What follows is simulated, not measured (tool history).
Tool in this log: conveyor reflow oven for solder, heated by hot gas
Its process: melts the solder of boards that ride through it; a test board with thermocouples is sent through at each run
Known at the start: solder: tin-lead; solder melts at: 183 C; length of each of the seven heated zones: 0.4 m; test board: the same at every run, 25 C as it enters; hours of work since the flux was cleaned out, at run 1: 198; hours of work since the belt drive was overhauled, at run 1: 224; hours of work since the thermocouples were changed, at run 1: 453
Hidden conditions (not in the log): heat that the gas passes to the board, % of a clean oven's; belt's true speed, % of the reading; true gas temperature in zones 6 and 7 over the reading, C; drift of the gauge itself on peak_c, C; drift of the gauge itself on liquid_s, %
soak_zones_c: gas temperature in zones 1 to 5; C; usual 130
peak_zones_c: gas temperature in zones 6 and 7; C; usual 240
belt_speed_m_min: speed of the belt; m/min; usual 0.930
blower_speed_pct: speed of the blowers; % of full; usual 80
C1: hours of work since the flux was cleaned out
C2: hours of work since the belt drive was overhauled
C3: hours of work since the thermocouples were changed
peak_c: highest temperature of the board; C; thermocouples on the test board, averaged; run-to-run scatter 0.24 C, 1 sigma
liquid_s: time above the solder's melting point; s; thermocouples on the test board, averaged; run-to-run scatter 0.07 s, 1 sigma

Run 1, hour 0.0: usual settings; C1 198; C2 224; C3 453. Result: peak_c 222.9 C, liquid_s 39.94 s.
Run 2, hour 24.3: usual settings; C1 212; C2 238; C3 466. Result: peak_c 222.7 C, liquid_s 39.95 s.
At hour 35.4: flux residue cleaned out of gas plates and filters.
Run 3, hour 57.1: usual settings but blower_speed_pct 56 % of full; C1 12; C2 253; C3 481. Result: peak_c 219.2 C, liquid_s 37.86 s.
Run 4, hour 90.3: usual settings but blower_speed_pct 56 % of full; C1 30; C2 271; C3 499. Result: peak_c 219.1 C, liquid_s 37.79 s.
Run 5, hour 127.6: usual settings; C1 50; C2 291; C3 520. Result: peak_c 223.4 C, liquid_s 40.32 s.
Run 6, hour 159.1: usual settings; C1 67; C2 308; C3 537. Result: peak_c 223.2 C, liquid_s 40.32 s.
Run 7, hour 177.7: usual settings; C1 78; C2 318; C3 547. Result: peak_c 223.0 C, liquid_s 40.27 s.
Run 8, hour 217.6: usual settings; C1 99; C2 340; C3 569. Result: peak_c 222.6 C, liquid_s 40.23 s.
Run 9, hour 259.6: usual settings; C1 122; C2 363; C3 592. Result: peak_c 222.9 C, liquid_s 40.05 s.
Run 10, hour 290.4: usual settings; C1 139; C2 380; C3 608. Result: peak_c 222.3 C, liquid_s 40.05 s.
Run 11, hour 319.0: usual settings; C1 154; C2 395; C3 624. Result: peak_c 222.1 C, liquid_s 40.01 s.
Run 12, hour 348.2: usual settings; C1 170; C2 411; C3 640. Result: peak_c 222.3 C, liquid_s 40.03 s.
Run 13, hour 382.3: usual settings; C1 189; C2 430; C3 658. Result: peak_c 221.7 C, liquid_s 39.85 s.
Run 14, hour 411.8: usual settings; C1 205; C2 446; C3 675. Result: peak_c 222.2 C, liquid_s 39.74 s.
At hour 434.3: flux residue cleaned out of gas plates and filters.
Run 15, hour 443.7: usual settings; C1 5; C2 460; C3 689. Result: peak_c 223.0 C, liquid_s 40.42 s.
Run 16, hour 464.5: usual settings but soak_zones_c 139 C, belt_speed_m_min 0.810 m/min; C1 16; C2 472; C3 700. Result: peak_c 227.7 C, liquid_s 51.20 s.
Run 17, hour 506.8: usual settings but soak_zones_c 121 C, belt_speed_m_min 0.810 m/min, blower_speed_pct 55 % of full; C1 40; C2 495; C3 724. Result: peak_c 221.2 C, liquid_s 43.56 s.
Run 18, hour 541.6: usual settings but blower_speed_pct 70 % of full; C1 58; C2 514; C3 742. Result: peak_c 220.9 C, liquid_s 39.32 s.
Run 19, hour 564.6: usual settings but soak_zones_c 123 C; C1 71; C2 526; C3 755. Result: peak_c 221.9 C, liquid_s 38.35 s.
Run 20, hour 597.4: usual settings but soak_zones_c 144 C, peak_zones_c 239 C, belt_speed_m_min 1.084 m/min, blower_speed_pct 70 % of full; C1 89; C2 544; C3 773. Result: peak_c 217.2 C, liquid_s 34.59 s.
Run 21, hour 624.3: usual settings but soak_zones_c 144 C, peak_zones_c 239 C, belt_speed_m_min 1.084 m/min, blower_speed_pct 70 % of full; C1 103; C2 559; C3 787. Result: peak_c 217.2 C, liquid_s 34.44 s.
Run 22, hour 668.9: usual settings but peak_zones_c 228 C; C1 128; C2 583; C3 812. Result: peak_c 211.5 C, liquid_s 34.70 s.
Run 23, hour 701.6: usual settings but peak_zones_c 241 C, belt_speed_m_min 0.772 m/min; C1 146; C2 601; C3 830. Result: peak_c 228.2 C, liquid_s 51.98 s.
Run 24, hour 735.6: usual settings but peak_zones_c 241 C, belt_speed_m_min 0.772 m/min; C1 164; C2 619; C3 848. Result: peak_c 228.3 C, liquid_s 52.05 s.
Run 25, hour 774.6: usual settings but peak_zones_c 242 C, belt_speed_m_min 0.780 m/min; C1 185; C2 641; C3 869. Result: peak_c 228.8 C, liquid_s 51.61 s.
Run 26, hour 798.7: usual settings but soak_zones_c 135 C, peak_zones_c 229 C, belt_speed_m_min 0.780 m/min; C1 198; C2 654; C3 882. Result: peak_c 216.3 C, liquid_s 47.44 s.
At hour 835.1: flux residue cleaned out of gas plates and filters.
Run 27, hour 844.3: usual settings but soak_zones_c 135 C, peak_zones_c 229 C, belt_speed_m_min 1.045 m/min, blower_speed_pct 78 % of full; C1 5; C2 676; C3 905. Result: peak_c 209.5 C, liquid_s 30.44 s.
Run 28, hour 879.5: usual settings but soak_zones_c 133 C, peak_zones_c 234 C, belt_speed_m_min 1.018 m/min, blower_speed_pct 55 % of full; C1 24; C2 695; C3 924. Result: peak_c 210.4 C, liquid_s 30.31 s.
Run 29, hour 903.9: usual settings but soak_zones_c 123 C, peak_zones_c 244 C, belt_speed_m_min 1.077 m/min, blower_speed_pct 55 % of full; C1 37; C2 708; C3 937. Result: peak_c 213.5 C, liquid_s 28.65 s.
Run 30, hour 932.3: usual settings but soak_zones_c 140 C, peak_zones_c 245 C, belt_speed_m_min 1.078 m/min, blower_speed_pct 81 % of full; C1 53; C2 724; C3 952. Result: peak_c 224.0 C, liquid_s 36.76 s.

Below, each run's measurement less what the same run would have read without the hidden state. Both values contain the same run-to-run variation, but the gauge's scatter may not be the same in both:
run  peak_c  liquid_s
  1    -2.6     -1.05
  2    -2.7     -1.09
  3    -1.7     -0.66
  4    -1.8     -0.72
  5    -2.0     -0.68
  6    -2.2     -0.73
  7    -2.2     -0.76
  8    -2.4     -0.84
  9    -2.6     -0.92
 10    -2.8     -0.97
 11    -2.9     -1.03
 12    -3.0     -1.07
 13    -3.2     -1.14
 14    -3.3     -1.20
 15    -2.2     -0.54
 16    -2.4     -0.43
 17    -2.4     -0.82
 18    -2.5     -0.78
 19    -2.7     -0.83
 20    -2.6     -0.83
 21    -2.8     -0.88
 22    -3.1     -1.43
 23    -3.3     -0.80
 24    -3.4     -0.85
 25    -3.6     -0.89
 26    -3.6     -1.40
 27    -2.6     -0.99
 28    -2.6     -1.09
 29    -2.6     -0.97
 30    -2.9     -0.61

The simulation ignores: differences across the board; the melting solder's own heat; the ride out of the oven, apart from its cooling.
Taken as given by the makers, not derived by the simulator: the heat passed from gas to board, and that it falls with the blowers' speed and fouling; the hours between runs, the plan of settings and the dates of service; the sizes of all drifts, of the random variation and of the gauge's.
